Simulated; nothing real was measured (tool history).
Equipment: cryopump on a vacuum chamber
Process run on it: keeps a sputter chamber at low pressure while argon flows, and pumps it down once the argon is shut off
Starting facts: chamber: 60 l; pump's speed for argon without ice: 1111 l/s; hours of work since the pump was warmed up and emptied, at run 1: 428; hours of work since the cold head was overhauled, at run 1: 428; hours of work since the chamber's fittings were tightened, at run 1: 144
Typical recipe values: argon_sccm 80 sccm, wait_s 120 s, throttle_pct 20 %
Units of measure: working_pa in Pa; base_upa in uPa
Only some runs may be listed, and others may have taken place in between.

| run | hour | argon_sccm | wait_s | throttle_pct | hours of work since the pump was warmed up and emptied | hours of work since the cold head was overhauled | hours of work since the chamber's fittings were tightened | working_pa | base_upa |
|---|---|---|---|---|---|---|---|---|---|
| 1 | 0.0 | 80 | 120 | 20 | 428 | 428 | 144 | 0.6275 | 0.78 |
| 2 | 47.2 | 80 | 120 | 20 | 460 | 460 | 176 | 0.6346 | 0.80 |
| 3 | 103.7 | 80 | 120 | 20 | 498 | 498 | 214 | 0.6338 | 0.81 |
| 4 | 148.7 | 80 | 120 | 20 | 528 | 528 | 244 | 0.6373 | 0.84 |
| 5 | 204.0 | 80 | 53 | 20 | 565 | 565 | 281 | 0.6398 | 1.21 |
| 6 | 252.6 | 80 | 53 | 20 | 598 | 598 | 314 | 0.6404 | 1.21 |
| 7 | 300.7 | 80 | 53 | 20 | 631 | 631 | 347 | 0.6404 | 1.30 |
| 8 | 348.2 | 80 | 53 | 20 | 663 | 663 | 379 | 0.6515 | 1.33 |
| 9 | 400.6 | 112 | 34 | 55 | 698 | 698 | 414 | 0.3667 | 1.70 |
| 10 | 436.6 | 62 | 34 | 17 | 722 | 722 | 438 | 0.5895 | 1.69 |
| 11 | 468.2 | 74 | 52 | 55 | 743 | 743 | 459 | 0.2455 | 1.41 |
| 12 | 526.4 | 90 | 246 | 39 | 783 | 783 | 499 | 0.4053 | 1.11 |

How would selected steps in working_pa from run to run divide? Give the signed amount a tool lacking its hidden state would still show from settings, what came in and random variation, and the signed amount left for the hidden state, including any gauge scatter that is not in both of the compared results.
The hidden state here: pump's speed, % of a pump's without ice; cold plate's temperature, K; leak into the chamber, uPa l/s; drift of the gauge itself on working_pa, %; drift of the gauge itself on base_upa, %.
Run 9 -> 10: argon_sccm 112 -> 62, throttle_pct 55 -> 17. working_pa +0.2228 Pa: hidden state -0.0242, all else +0.2470.
Run 10 -> 11: argon_sccm 62 -> 74, wait_s 34 -> 52, throttle_pct 17 -> 55. working_pa -0.3440 Pa: hidden state +0.0079, all else -0.3519.

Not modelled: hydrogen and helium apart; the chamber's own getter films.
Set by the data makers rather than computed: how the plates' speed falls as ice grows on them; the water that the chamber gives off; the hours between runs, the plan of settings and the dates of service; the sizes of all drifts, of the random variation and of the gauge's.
